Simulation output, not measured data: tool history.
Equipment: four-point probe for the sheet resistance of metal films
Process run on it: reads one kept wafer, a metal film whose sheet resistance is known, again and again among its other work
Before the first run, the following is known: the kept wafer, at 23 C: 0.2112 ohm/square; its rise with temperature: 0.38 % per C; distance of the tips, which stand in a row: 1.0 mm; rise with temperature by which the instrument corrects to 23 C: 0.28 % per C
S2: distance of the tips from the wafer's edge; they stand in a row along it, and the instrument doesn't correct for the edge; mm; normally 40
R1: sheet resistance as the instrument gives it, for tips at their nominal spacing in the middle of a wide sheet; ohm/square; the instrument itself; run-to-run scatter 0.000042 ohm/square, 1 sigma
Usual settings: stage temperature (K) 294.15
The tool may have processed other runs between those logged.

run 1 hour=0.0 | stage_temperature_(K)=294.15 S2=40 | R1=0.211360
run 2 hour=85.9 | stage_temperature_(K)=294.15 S2=40 | R1=0.211246
run 3 hour=133.6 | stage_temperature_(K)=294.15 S2=40 | R1=0.211251
run 4 hour=212.6 | stage_temperature_(K)=294.15 S2=40 | R1=0.211122
run 5 hour=294.7 | stage_temperature_(K)=294.15 S2=40 | R1=0.211140
run 6 hour=370.6 | stage_temperature_(K)=294.15 S2=8 | R1=0.212732
run 7 hour=446.2 | stage_temperature_(K)=294.15 S2=8 | R1=0.212694
run 8 hour=488.7 | stage_temperature_(K)=294.15 S2=8 | R1=0.212685
run 9 hour=530.9 | stage_temperature_(K)=294.15 S2=8 | R1=0.212652
run 10 hour=594.6 | stage_temperature_(K)=294.15 S2=8 | R1=0.212601
run 11 hour=684.2 | stage_temperature_(K)=294.15 S2=5 | R1=0.215198
run 12 hour=749.1 | stage_temperature_(K)=294.15 S2=55 | R1=0.210833
run 13 hour=799.8 | stage_temperature_(K)=294.15 S2=55 | R1=0.210724
run 14 hour=885.6 | stage_temperature_(K)=294.15 S2=40 | R1=0.210683
run 15 hour=985.7 | stage_temperature_(K)=296.15 S2=40 | R1=0.211129
run 16 hour=1081.8 | stage_temperature_(K)=296.15 S2=40 | R1=0.211039
run 17 hour=1167.2 | stage_temperature_(K)=296.15 S2=40 | R1=0.210956
run 18 hour=1270.3 | stage_temperature_(K)=296.15 S2=46 | R1=0.210897
run 19 hour=1331.6 | stage_temperature_(K)=296.15 S2=46 | R1=0.210876
run 20 hour=1377.7 | stage_temperature_(K)=294.15 S2=4 | R1=0.217052
run 21 hour=1473.2 | stage_temperature_(K)=294.15 S2=40 | R1=0.210273
run 22 hour=1571.2 | stage_temperature_(K)=298.15 S2=6 | R1=0.214081
run 23 hour=1633.6 | stage_temperature_(K)=300.15 S2=15 | R1=0.211940
run 24 hour=1729.8 | stage_temperature_(K)=292.15 S2=40 | R1=0.209752
run 25 hour=1789.5 | stage_temperature_(K)=292.15 S2=40 | R1=0.209728
run 26 hour=1885.3 | stage_temperature_(K)=295.15 S2=6 | R1=0.213226
run 27 hour=1984.1 | stage_temperature_(K)=292.15 S2=28 | R1=0.209634
run 28 hour=2075.7 | stage_temperature_(K)=292.15 S2=28 | R1=0.209559
run 29 hour=2126.3 | stage_temperature_(K)=292.15 S2=28 | R1=0.209574
run 30 hour=2198.7 | stage_temperature_(K)=292.15 S2=28 | R1=0.209488
run 31 hour=2288.3 | stage_temperature_(K)=294.15 S2=4 | R1=0.216526
run 32 hour=2356.8 | stage_temperature_(K)=297.15 S2=5 | R1=0.214714
-- hour=2438.5 new probe head fitted
run 33 hour=2440.1 | stage_temperature_(K)=297.15 S2=5 | R1=0.215369
run 34 hour=2485.7 | stage_temperature_(K)=303.15 S2=28 | R1=0.212270
-- hour=2528.1 stage's thermometer calibrated
run 35 hour=2565.6 | stage_temperature_(K)=294.15 S2=42 | R1=0.211147
run 36 hour=2668.3 | stage_temperature_(K)=294.15 S2=6 | R1=0.214168
run 37 hour=2742.8 | stage_temperature_(K)=303.15 S2=46 | R1=0.212840
run 38 hour=2786.7 | stage_temperature_(K)=292.15 S2=19 | R1=0.210736
run 39 hour=2865.1 | stage_temperature_(K)=292.15 S2=19 | R1=0.210743
run 40 hour=2911.5 | stage_temperature_(K)=303.15 S2=15 | R1=0.213208
run 41 hour=3009.8 | stage_temperature_(K)=303.15 S2=15 | R1=0.213139
run 42 hour=3065.6 | stage_temperature_(K)=291.15 S2=19 | R1=0.210385

A few steps of R1 between consecutive runs. Split each: what settings, incoming material and random variation would produce without the hidden state, and what is left over for the hidden state, along with gauge scatter present in only one of the two compared results (measured, and without hidden state):
Hidden conditions of the tool in this case: inner tips' distance over the nominal, %; tips' flats over new ones', %; wafer's true temperature over the reading, C; drift of the gauge itself on sheet_ohm, %.
Run 19 -> 20: stage temperature (K) 296.15 -> 294.15, S2 46 -> 4. R1 +0.006176 ohm/square: hidden state -0.000048, all else +0.006224.
Run 20 -> 21: S2 4 -> 40. R1 -0.006779 ohm/square: hidden state -0.000049, all else -0.006730.
Run 30 -> 31: stage temperature (K) 292.15 -> 294.15, S2 28 -> 4. R1 +0.007038 ohm/square: hidden state -0.000088, all else +0.007126.
Run 32 -> 33: new probe head fitted. R1 +0.000655 ohm/square: hidden state +0.000714, all else -0.000059.
Run 34 -> 35: stage temperature (K) 303.15 -> 294.15, S2 28 -> 42, stage's thermometer calibrated. R1 -0.001123 ohm/square: hidden state +0.000722, all else -0.001845.
